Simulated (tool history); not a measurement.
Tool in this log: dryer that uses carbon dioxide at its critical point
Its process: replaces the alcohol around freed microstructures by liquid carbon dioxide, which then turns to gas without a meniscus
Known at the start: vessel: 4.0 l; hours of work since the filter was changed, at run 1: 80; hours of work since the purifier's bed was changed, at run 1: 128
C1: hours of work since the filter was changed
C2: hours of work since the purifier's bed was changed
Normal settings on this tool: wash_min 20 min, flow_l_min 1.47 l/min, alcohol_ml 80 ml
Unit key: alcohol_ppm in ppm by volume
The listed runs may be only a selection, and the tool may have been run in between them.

Run 1, hour 0.0: usual settings; C1 80; C2 128. Result: alcohol_ppm 42 ppm by volume.
Run 2, hour 17.8: usual settings but alcohol_ml 22 ml; C1 93; C2 141. Result: alcohol_ppm 31 ppm by volume.
Run 3, hour 33.2: usual settings but alcohol_ml 22 ml; C1 104; C2 152. Result: alcohol_ppm 30 ppm by volume.
Run 4, hour 46.4: usual settings but alcohol_ml 22 ml; C1 114; C2 162. Result: alcohol_ppm 31 ppm by volume.
Run 5, hour 64.9: usual settings but alcohol_ml 22 ml; C1 128; C2 176. Result: alcohol_ppm 31 ppm by volume.
Run 6, hour 85.6: usual settings but alcohol_ml 84 ml; C1 143; C2 191. Result: alcohol_ppm 49 ppm by volume.
Run 7, hour 99.9: usual settings; C1 154; C2 202. Result: alcohol_ppm 51 ppm by volume.
Run 8, hour 115.4: usual settings; C1 165; C2 213. Result: alcohol_ppm 54 ppm by volume.
Run 9, hour 130.1: usual settings but flow_l_min 1.58 l/min; C1 176; C2 224. Result: alcohol_ppm 41 ppm by volume.
Run 10, hour 150.1: usual settings but flow_l_min 1.58 l/min; C1 191; C2 239. Result: alcohol_ppm 48 ppm by volume.
Run 11, hour 163.9: usual settings but wash_min 16 min; C1 201; C2 249. Result: alcohol_ppm 149 ppm by volume.
Run 12, hour 179.5: usual settings but wash_min 14 min; C1 213; C2 261. Result: alcohol_ppm 245 ppm by volume.
Run 13, hour 198.9: usual settings but wash_min 14 min; C1 227; C2 275. Result: alcohol_ppm 256 ppm by volume.
Run 14, hour 210.2: usual settings; C1 235; C2 283. Result: alcohol_ppm 66 ppm by volume.
Run 15, hour 224.8: usual settings but alcohol_ml 42 ml; C1 246; C2 294. Result: alcohol_ppm 52 ppm by volume.
Run 16, hour 243.1: usual settings but alcohol_ml 42 ml; C1 260; C2 308. Result: alcohol_ppm 53 ppm by volume.
Run 17, hour 259.2: usual settings but alcohol_ml 42 ml; C1 272; C2 320. Result: alcohol_ppm 55 ppm by volume.
Run 18, hour 276.8: usual settings but alcohol_ml 42 ml; C1 285; C2 333. Result: alcohol_ppm 63 ppm by volume.
Run 19, hour 293.9: usual settings but alcohol_ml 42 ml; C1 297; C2 345. Result: alcohol_ppm 67 ppm by volume.
Run 20, hour 309.0: usual settings but wash_min 14 min, flow_l_min 1.42 l/min, alcohol_ml 43 ml; C1 309; C2 356. Result: alcohol_ppm 182 ppm by volume.
Run 21, hour 321.5: usual settings but wash_min 22 min, flow_l_min 1.61 l/min, alcohol_ml 20 ml; C1 318; C2 366. Result: alcohol_ppm 47 ppm by volume.
Run 22, hour 336.7: usual settings but wash_min 19 min, flow_l_min 1.88 l/min, alcohol_ml 27 ml; C1 329; C2 377. Result: alcohol_ppm 54 ppm by volume.

Predict the results of run 23:
Run 23, hour 350.0: usual settings but wash_min 19 min, flow_l_min 1.88 l/min, alcohol_ml 114 ml; C1 339; C2 387. Result: alcohol_ppm ?.

Run 23 came out at alcohol_ppm 69 ppm by volume.
Were there no unlogged condition in the tool, this run, its random variation unchanged, would have produced alcohol_ppm 18 ppm by volume.

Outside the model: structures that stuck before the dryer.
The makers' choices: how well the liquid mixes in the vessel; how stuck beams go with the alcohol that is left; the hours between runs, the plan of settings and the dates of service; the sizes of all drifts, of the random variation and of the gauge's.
